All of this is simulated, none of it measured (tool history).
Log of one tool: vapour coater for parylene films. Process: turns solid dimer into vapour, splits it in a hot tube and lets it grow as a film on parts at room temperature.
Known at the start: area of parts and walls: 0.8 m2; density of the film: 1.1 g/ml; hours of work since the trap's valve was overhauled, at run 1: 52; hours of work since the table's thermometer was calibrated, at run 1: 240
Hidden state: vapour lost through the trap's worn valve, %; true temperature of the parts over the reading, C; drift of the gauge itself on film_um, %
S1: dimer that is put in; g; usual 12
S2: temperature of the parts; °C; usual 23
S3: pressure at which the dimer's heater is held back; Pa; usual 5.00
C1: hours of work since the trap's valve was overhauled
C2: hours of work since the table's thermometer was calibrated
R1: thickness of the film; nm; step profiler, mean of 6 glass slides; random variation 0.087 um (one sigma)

run	hour	S1	S2	S3	C1	C2	R1
1	0.0	12	23	5.00	52	240	10210
2	13.4	12	23	5.00	63	251	10330
3	25.6	12	23	5.00	72	260	10170
4	43.8	12	20	5.00	86	274	10860
5	54.0	12	29	5.00	94	282	8530
6	70.6	12	35	5.00	107	295	7080
7	89.3	12	35	5.00	121	309	7060
8	100.0	12	35	5.00	129	317	7030
9	118.9	12	35	5.00	144	332	7110
10	137.2	12	35	5.00	158	346	6960
11	153.6	12	35	5.00	170	359	6960
12	169.9	12	23	5.44	183	371	9510
13	178.6	12	23	5.44	190	378	9510
14	190.5	12	23	5.00	199	387	9640
15	200.6	12	23	5.00	207	395	9590
16	211.7	12	23	5.00	215	403	9570
17	220.7	11	23	5.00	222	410	8700
18	238.4	12	23	5.00	236	424	9410
19	251.0	12	23	3.09	245	434	10300
20	262.6	12	23	3.09	254	443	10270
# hour 267.7: trap's valve overhauled
21	275.3	12	23	3.09	6	449	9330
22	292.4	12	23	5.00	19	462	8440
23	308.4	12	23	5.00	31	475	8320
24	325.9	12	23	5.00	45	488	8290
# hour 338.9: trap's valve overhauled, once more
25	339.6	5	33	2.99	1	496	3610
26	357.3	6	28	5.00	14	509	4480
27	365.6	6	26	7.88	21	516	4420
28	376.1	11	19	3.31	29	524	11590
29	386.1	12	23	4.37	36	531	10720
30	401.2	12	23	4.37	48	543	10710
31	417.4	12	23	4.37	60	555	10520
32	432.4	12	23	4.37	72	567	10600
33	442.2	12	23	6.18	79	575	9830
34	457.7	12	23	6.18	91	587	9700
35	470.0	12	23	6.18	101	596	9890
36	480.6	8	23	8.13	109	604	6150
37	494.6	7	23	4.70	120	615	5980
38	511.8	11	22	5.00	133	628	9340
39	530.3	11	22	5.00	147	642	9350
40	543.1	7	19	5.00	157	652	6420
41	562.0	6	23	7.24	172	667	4520
42	581.1	12	30	2.81	186	681	8910
43	589.9	12	21	2.77	193	688	11470
44	605.9	12	21	2.77	206	701	11380
45	624.9	12	21	2.77	220	715	11340
46	639.7	12	21	2.77	231	727	11400
47	649.7	12	21	2.77	239	734	11330

Forecast each of these 3 alternatives for the next run:
A	658.4	12	21	4.66	246	741	?
B	658.4	5	35	2.77	246	741	?
C	658.4	6	17	5.27	246	741	?

run	R1
A	10130
B	3120
C	5580
Without the tool's hidden state the same runs would have given:
run	R1
A	11340
B	3490
C	6240
